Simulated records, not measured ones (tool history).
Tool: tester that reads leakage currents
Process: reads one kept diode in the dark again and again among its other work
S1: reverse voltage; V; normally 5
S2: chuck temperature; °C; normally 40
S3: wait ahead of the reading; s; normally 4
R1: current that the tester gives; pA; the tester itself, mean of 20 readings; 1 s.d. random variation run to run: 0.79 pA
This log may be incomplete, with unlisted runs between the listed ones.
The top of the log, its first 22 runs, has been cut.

Run 23, hour 4200.2: usual settings but S2 23 °C. Result: R1 69.28 pA.
Run 24, hour 4418.4: usual settings but S1 8.97 V, S2 31 °C, S3 8.49 s. Result: R1 190.86 pA.
Run 25, hour 4563.3: usual settings but S1 8.97 V, S2 31 °C, S3 8.49 s. Result: R1 192.95 pA.
At hour 4586.8: tester calibrated, once more.
At hour 4691.7: chuck's temperature calibrated.
Run 26, hour 4708.8: usual settings but S1 8.97 V, S2 31 °C, S3 2.6 s. Result: R1 172.41 pA.
Run 27, hour 4945: usual settings but S1 3.01 V, S2 21 °C, S3 0.78 s. Result: R1 41.9 pA.
Run 28, hour 5057.9: usual settings but S1 3.01 V, S2 21 °C, S3 0.78 s. Result: R1 42.17 pA.
Run 29, hour 5241: usual settings but S1 3.01 V, S2 21 °C, S3 0.78 s. Result: R1 42.63 pA.
Run 30, hour 5445.1: usual settings but S3 2.36 s. Result: R1 276.78 pA.
Run 31, hour 5594.6: usual settings but S1 5.6 V, S2 41 °C, S3 4.07 s. Result: R1 319.77 pA.
Run 32, hour 5699.6: usual settings but S1 14.61 V, S2 22 °C, S3 0.56 s. Result: R1 120.38 pA.
Run 33, hour 5840.6: usual settings but S1 14.61 V, S2 22 °C, S3 0.56 s. Result: R1 121.08 pA.
Run 34, hour 6015: usual settings but S1 14.61 V, S2 22 °C, S3 0.56 s. Result: R1 122.43 pA.
Run 35, hour 6123.9: usual settings but S1 1.81 V, S2 44 °C, S3 0.62 s. Result: R1 230.44 pA.
Run 36, hour 6270: usual settings but S1 8.37 V, S3 4.59 s. Result: R1 381.76 pA.
Run 37, hour 6395.8: usual settings but S1 14.26 V, S2 21 °C, S3 0.53 s. Result: R1 114.3 pA.
At hour 6512.2: probe card cleaned and baked.
Run 38, hour 6512.2: usual settings but S1 14.26 V, S2 21 °C, S3 0.53 s. Result: R1 107.14 pA.
Run 39, hour 6738.8: usual settings but S1 5.8 V. Result: R1 318.71 pA.
Run 40, hour 6871.7: usual settings but S1 5.8 V. Result: R1 318.11 pA.

3 options for the next run, each taken on its own from the tool as it stands now. Forecast them:
Run A, hour 7081.1: usual settings but S1 9.65 V, S2 38 °C, S3 1.7 s. Result: R1 ?.
Run B, hour 7081.1: usual settings but S1 14.44 V, S3 1.58 s. Result: R1 ?.
Run C, hour 7081.1: usual settings but S1 13.97 V, S2 34 °C, S3 1.36 s. Result: R1 ?.

run      R1
  A  361.56
  B  526.63
  C  318.04
Had the tool no hidden state, the same runs would have come out as:
run      R1
  A   315.7
  B  460.65
  C  276.48

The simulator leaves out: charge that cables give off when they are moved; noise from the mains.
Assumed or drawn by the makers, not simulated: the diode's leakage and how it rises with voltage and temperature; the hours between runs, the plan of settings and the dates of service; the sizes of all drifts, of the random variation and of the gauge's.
